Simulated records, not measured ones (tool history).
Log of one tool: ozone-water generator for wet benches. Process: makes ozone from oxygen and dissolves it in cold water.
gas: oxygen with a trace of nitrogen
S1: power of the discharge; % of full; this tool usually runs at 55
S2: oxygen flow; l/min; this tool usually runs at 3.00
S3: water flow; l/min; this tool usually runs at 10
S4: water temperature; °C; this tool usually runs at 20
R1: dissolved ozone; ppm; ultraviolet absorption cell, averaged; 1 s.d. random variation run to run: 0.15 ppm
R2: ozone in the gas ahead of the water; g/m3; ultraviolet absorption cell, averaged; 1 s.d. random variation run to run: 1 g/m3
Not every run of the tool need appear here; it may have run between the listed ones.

run 1 hour=0.0 | S1=55 S2=3.00 S3=10 S4=20 | R1=19.2 R2=181.2
run 2 hour=78.5 | S1=55 S2=3.00 S3=10 S4=20 | R1=19.1 R2=183.2
run 3 hour=208.9 | S1=55 S2=3.00 S3=10 S4=20 | R1=19.2 R2=183.5
run 4 hour=343.8 | S1=55 S2=3.00 S3=10 S4=20 | R1=19.4 R2=184.2
run 5 hour=452.6 | S1=55 S2=3.00 S3=10 S4=20 | R1=19.6 R2=182.7
run 6 hour=550.4 | S1=55 S2=3.00 S3=10 S4=20 | R1=19.1 R2=184.1
run 7 hour=649.5 | S1=55 S2=3.00 S3=10 S4=20 | R1=19.0 R2=182.4
run 8 hour=746.3 | S1=55 S2=3.00 S3=10 S4=15 | R1=20.8 R2=184.0
run 9 hour=880.8 | S1=55 S2=3.00 S3=10 S4=20 | R1=19.2 R2=185.4
run 10 hour=1028.2 | S1=55 S2=3.00 S3=10 S4=20 | R1=19.2 R2=184.6
run 11 hour=1164.5 | S1=55 S2=3.00 S3=10 S4=20 | R1=19.4 R2=184.8
run 12 hour=1290.9 | S1=55 S2=3.00 S3=10 S4=20 | R1=19.3 R2=187.0
run 13 hour=1403.4 | S1=55 S2=3.00 S3=10 S4=20 | R1=19.1 R2=188.3
run 14 hour=1469.6 | S1=55 S2=3.00 S3=10 S4=20 | R1=19.2 R2=186.5
-- hour=1570.8 contactor cleaned
run 15 hour=1589.7 | S1=55 S2=3.00 S3=10 S4=24 | R1=18.0 R2=184.8
run 16 hour=1701.6 | S1=55 S2=3.48 S3=10 S4=24 | R1=18.3 R2=177.0
run 17 hour=1835.7 | S1=55 S2=3.00 S3=10 S4=20 | R1=19.3 R2=186.6
run 18 hour=1913.1 | S1=99 S2=3.56 S3=7 S4=20 | R1=40.4 R2=279.1
run 19 hour=2026.1 | S1=44 S2=1.87 S3=12 S4=14 | R1=13.1 R2=184.8
run 20 hour=2132.0 | S1=86 S2=2.43 S3=15 S4=14 | R1=19.3 R2=286.1
run 21 hour=2230.9 | S1=55 S2=3.00 S3=9 S4=15 | R1=22.7 R2=184.9
run 22 hour=2387.9 | S1=42 S2=4.07 S3=10 S4=13 | R1=18.3 R2=137.2
run 23 hour=2462.6 | S1=42 S2=4.07 S3=10 S4=13 | R1=18.1 R2=136.6
run 24 hour=2555.3 | S1=42 S2=4.07 S3=10 S4=13 | R1=18.5 R2=137.3
-- hour=2601.9 gauge calibrated
run 25 hour=2674.8 | S1=94 S2=1.85 S3=11 S4=26 | R1=22.3 R2=330.5
run 26 hour=2826.5 | S1=94 S2=1.85 S3=11 S4=26 | R1=22.4 R2=331.0
run 27 hour=2965.4 | S1=55 S2=3.71 S3=10 S4=20 | R1=19.7 R2=172.3
run 28 hour=3069.5 | S1=47 S2=2.70 S3=9 S4=23 | R1=17.2 R2=166.8
run 29 hour=3167.3 | S1=47 S2=2.70 S3=9 S4=23 | R1=17.0 R2=167.9
run 30 hour=3320.7 | S1=47 S2=2.70 S3=9 S4=22 | R1=17.9 R2=167.3
run 31 hour=3440.2 | S1=76 S2=4.55 S3=10 S4=27 | R1=22.9 R2=209.3
-- hour=3539.2 electrodes of the discharge changed
run 32 hour=3563.3 | S1=55 S2=2.17 S3=8 S4=20 | R1=21.7 R2=204.8
run 33 hour=3713.0 | S1=55 S2=2.17 S3=8 S4=20 | R1=21.6 R2=207.0

Each row is a separate what-if for the run after 33, all from the same tool condition, not one after another. Results?
run A hour=3833.6 | S1=89 S2=2.17 S3=8 S4=20 | R1=? R2=?
run B hour=3833.6 | S1=55 S2=1.59 S3=8 S4=20 | R1=? R2=?
run C hour=3833.6 | S1=50 S2=3.00 S3=10 S4=24 | R1=? R2=?

run=A R1=31.8 R2=300.5
run=B R1=20.3 R2=228.5
run=C R1=16.5 R2=172.1
Without the tool's unlogged condition, the same runs would have read:
run=A R1=31.8 R2=296.5
run=B R1=20.3 R2=225.5
run=C R1=16.5 R2=169.8
